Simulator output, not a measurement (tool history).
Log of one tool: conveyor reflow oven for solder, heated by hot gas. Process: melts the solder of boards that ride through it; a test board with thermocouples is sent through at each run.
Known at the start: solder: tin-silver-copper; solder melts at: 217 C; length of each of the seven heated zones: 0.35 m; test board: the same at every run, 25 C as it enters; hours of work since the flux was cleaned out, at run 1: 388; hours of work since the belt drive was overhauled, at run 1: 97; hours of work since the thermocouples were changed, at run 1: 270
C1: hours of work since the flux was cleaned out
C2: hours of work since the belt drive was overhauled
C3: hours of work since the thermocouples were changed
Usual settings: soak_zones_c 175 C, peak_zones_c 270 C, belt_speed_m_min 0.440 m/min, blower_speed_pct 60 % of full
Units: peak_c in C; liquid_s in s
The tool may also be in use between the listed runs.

Run 1, hour 0.0: usual settings; C1 388; C2 97; C3 270. Result: peak_c 257.47 C, liquid_s 77.0 s.
Run 2, hour 5.0: usual settings but peak_zones_c 259 C; C1 392; C2 100; C3 274. Result: peak_c 247.43 C, liquid_s 69.0 s.
Run 3, hour 12.2: usual settings; C1 397; C2 105; C3 279. Result: peak_c 257.58 C, liquid_s 77.3 s.
Run 4, hour 22.4: usual settings; C1 404; C2 112; C3 286. Result: peak_c 257.47 C, liquid_s 77.4 s.
Run 5, hour 32.4: usual settings but soak_zones_c 161 C; C1 411; C2 119; C3 293. Result: peak_c 255.30 C, liquid_s 70.3 s.
Run 6, hour 37.3: usual settings but soak_zones_c 161 C; C1 415; C2 123; C3 297. Result: peak_c 255.47 C, liquid_s 70.2 s.
Run 7, hour 46.2: usual settings but soak_zones_c 161 C; C1 421; C2 129; C3 303. Result: peak_c 255.57 C, liquid_s 70.4 s.
Run 8, hour 55.0: usual settings but soak_zones_c 161 C; C1 427; C2 135; C3 309. Result: peak_c 255.61 C, liquid_s 70.3 s.
Run 9, hour 59.4: usual settings but soak_zones_c 164 C, peak_zones_c 284 C; C1 430; C2 138; C3 312. Result: peak_c 268.90 C, liquid_s 80.0 s.
Run 10, hour 65.2: usual settings but soak_zones_c 164 C, peak_zones_c 284 C; C1 434; C2 143; C3 316. Result: peak_c 268.85 C, liquid_s 80.7 s.
Run 11, hour 71.7: usual settings but soak_zones_c 167 C, peak_zones_c 273 C, belt_speed_m_min 0.434 m/min, blower_speed_pct 54 % of full; C1 439; C2 147; C3 321. Result: peak_c 257.87 C, liquid_s 74.9 s.
Run 12, hour 78.8: usual settings but soak_zones_c 161 C, peak_zones_c 279 C, belt_speed_m_min 0.394 m/min; C1 444; C2 152; C3 326. Result: peak_c 267.20 C, liquid_s 88.3 s.
Run 13, hour 83.5: usual settings but soak_zones_c 161 C, peak_zones_c 279 C, belt_speed_m_min 0.394 m/min; C1 447; C2 155; C3 329. Result: peak_c 267.21 C, liquid_s 88.3 s.
Run 14, hour 92.4: usual settings but soak_zones_c 161 C, peak_zones_c 279 C, belt_speed_m_min 0.394 m/min; C1 454; C2 162; C3 335. Result: peak_c 267.16 C, liquid_s 88.6 s.
Run 15, hour 96.6: usual settings but soak_zones_c 162 C, peak_zones_c 260 C, belt_speed_m_min 0.438 m/min, blower_speed_pct 66 % of full; C1 457; C2 165; C3 338. Result: peak_c 248.19 C, liquid_s 65.2 s.

4 ways to go on from here, each from the tool as it stands after run 15. What would each give?
Run A, hour 102.9: usual settings but peak_zones_c 281 C, belt_speed_m_min 0.368 m/min; C1 461; C2 169; C3 343. Result: peak_c ?, liquid_s ?.
Run B, hour 102.9: usual settings but blower_speed_pct 85 % of full; C1 461; C2 169; C3 343. Result: peak_c ?, liquid_s ?.
Run C, hour 102.9: usual settings but soak_zones_c 162 C, peak_zones_c 260 C, belt_speed_m_min 0.462 m/min, blower_speed_pct 66 % of full; C1 461; C2 169; C3 343. Result: peak_c ?, liquid_s ?.
Run D, hour 102.9: usual settings but peak_zones_c 259 C; C1 461; C2 169; C3 343. Result: peak_c ?, liquid_s ?.

run  peak_c  liquid_s
  A  272.45     104.1
  B  261.82      81.4
  C  246.57      59.3
  D  247.54      69.2
Without the tool's hidden state the same runs would have given:
run  peak_c  liquid_s
  A  272.45     104.1
  B  261.83      81.4
  C  246.58      59.4
  D  247.54      69.2

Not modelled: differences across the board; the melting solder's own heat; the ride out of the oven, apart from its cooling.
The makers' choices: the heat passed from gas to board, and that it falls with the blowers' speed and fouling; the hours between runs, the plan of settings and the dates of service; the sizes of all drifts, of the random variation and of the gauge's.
